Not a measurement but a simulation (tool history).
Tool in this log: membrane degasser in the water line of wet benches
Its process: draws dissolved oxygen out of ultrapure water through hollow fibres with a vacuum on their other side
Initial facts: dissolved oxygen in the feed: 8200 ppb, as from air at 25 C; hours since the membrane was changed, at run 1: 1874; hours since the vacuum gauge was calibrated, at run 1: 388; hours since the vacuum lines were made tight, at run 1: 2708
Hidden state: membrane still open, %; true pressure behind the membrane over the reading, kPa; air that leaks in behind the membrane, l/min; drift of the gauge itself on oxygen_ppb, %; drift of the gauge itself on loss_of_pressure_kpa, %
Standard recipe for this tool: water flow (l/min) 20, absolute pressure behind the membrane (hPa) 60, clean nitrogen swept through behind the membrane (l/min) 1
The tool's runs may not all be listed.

run,hour,water flow (l/min),absolute pressure behind the membrane (hPa),clean nitrogen swept through behind the membrane (l/min),hours since the membrane was changed,hours since the vacuum gauge was calibrated,hours since the vacuum lines were made tight,dissolved oxygen in the water behind the degasser (ppb),pressure that the water loses in the fibres (hPa)
1,0,20,60,1,1874,388,2708,335.4,488.1
2,53.1,20,60,1,1927,442,2761,335.1,493.1
3,106.7,20,38,1,1980,495,2814,241.9,486.6
4,171.9,20,60,1,2045,560,2880,343.6,488.8
5,255.6,20,60,1,2129,644,2963,335.4,491.2
6,319.1,24,60,1,2193,708,3027,439.1,588.6
7,363.4,24,60,1,2237,752,3071,439.9,591.7
8,415.5,24,60,1,2289,804,3123,438,589
9,500.4,24,60,1,2374,889,3208,437.8,590.1
10,575,24,60,1,2449,964,3283,436.9,590.1
11,664.2,24,60,1,2538,1053,3372,441.2,588.8
12,741.9,24,60,1,2615,1130,3450,441.9,593.7
13,780.4,24,60,1,2654,1169,3488,441.5,588.6
14,866.2,24,60,1,2740,1255,3574,436.8,592.7
15,952.8,22,36.3,0.81,2826,1341,3661,284.8,542.8
16,1001.6,25,107.8,0.75,2875,1390,3709,802.9,612.2
17,1056.7,16,60,2.03,2930,1445,3764,197.7,392.4
18,1095.7,25,60,0.45,2969,1484,3804,581.7,613.2
19,1172.7,16,39.7,0.85,3046,1561,3880,175,393.2
20,1235.8,16,39.7,0.85,3109,1624,3944,179.2,389.5
21,1316.2,21,130.2,1,3190,1705,4024,670,516.4
22,1369.6,20,49.8,0.57,3243,1758,4077,341.8,495
23,1436.4,23,46.6,1.56,3310,1825,4144,329.7,565.3
24,1483.9,28,60,1,3357,1872,4192,542.1,692.6
25,1520.8,26,103,1,3394,1909,4229,715,644.3

For some of the steps in dissolved oxygen in the water behind the degasser (ppb) from one run to the next: how much would appear even if the tool had no hidden state, given the settings, what came in and random variation, and how much remains for the hidden state plus any gauge scatter that the measured result and the result without hidden state don't share?
Run 15 -> 16: water flow (l/min) 22 -> 25, absolute pressure behind the membrane (hPa) 36.3 -> 107.8, clean nitrogen swept through behind the membrane (l/min) 0.81 -> 0.75. dissolved oxygen in the water behind the degasser (ppb) +518.1: hidden state +3.4, all else +514.7.
Run 16 -> 17: water flow (l/min) 25 -> 16, absolute pressure behind the membrane (hPa) 107.8 -> 60, clean nitrogen swept through behind the membrane (l/min) 0.75 -> 2.03. dissolved oxygen in the water behind the degasser (ppb) -605.2: hidden state -5.4, all else -599.8.
Run 20 -> 21: water flow (l/min) 16 -> 21, absolute pressure behind the membrane (hPa) 39.7 -> 130.2, clean nitrogen swept through behind the membrane (l/min) 0.85 -> 1. dissolved oxygen in the water behind the degasser (ppb) +490.8: hidden state +8.6, all else +482.2.
Run 21 -> 22: water flow (l/min) 21 -> 20, absolute pressure behind the membrane (hPa) 130.2 -> 49.8, clean nitrogen swept through behind the membrane (l/min) 1 -> 0.57. dissolved oxygen in the water behind the degasser (ppb) -328.2: hidden state -5.5, all else -322.7.
